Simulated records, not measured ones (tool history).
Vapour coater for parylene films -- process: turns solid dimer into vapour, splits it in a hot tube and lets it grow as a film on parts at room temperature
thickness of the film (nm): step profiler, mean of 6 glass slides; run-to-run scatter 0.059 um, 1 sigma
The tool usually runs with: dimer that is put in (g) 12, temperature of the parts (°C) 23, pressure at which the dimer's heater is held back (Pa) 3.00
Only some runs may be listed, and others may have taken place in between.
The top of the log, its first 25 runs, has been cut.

run	hour	dimer that is put in (g)	temperature of the parts (°C)	pressure at which the dimer's heater is held back (Pa)	hours of work since the trap's valve was overhauled	hours of work since the table's thermometer was calibrated	thickness of the film (nm)
26	389.8	12	23	3.00	99	344	6610
27	408.5	16	18	5.93	114	358	9100
28	418.6	5	34	7.16	121	366	1700
29	431.4	5	34	7.16	131	376	1680
30	445.9	8	26	7.16	142	387	3440
31	465.7	8	26	7.16	157	402	3450
32	474.6	11	23	3.10	164	409	5960
33	484.0	11	23	3.10	171	416	5890
34	492.9	11	23	3.10	178	423	5940
35	503.4	16	21	3.10	186	431	8980
36	523.8	19	23	3.00	202	446	10120
37	536.7	7	25	2.16	212	456	3740
38	555.2	7	25	2.16	226	470	3700
39	566.7	5	16	11.00	234	479	2620
40	579.3	5	16	11.00	244	489	2610
41	598.3	5	16	11.00	259	503	2600

Here are 4 independent what-if runs from the current tool condition. What would each one return?
A	617.2	12	23	2.57	273	517	?
B	617.2	15	19	6.64	273	517	?
C	617.2	9	16	6.83	273	517	?
D	617.2	12	23	5.07	273	517	?

run	thickness of the film (nm)
A	6430
B	7770
C	5110
D	5720
What these runs would have given with no unlogged condition in the tool:
run	thickness of the film (nm)
A	7030
B	8490
C	5590
D	6250
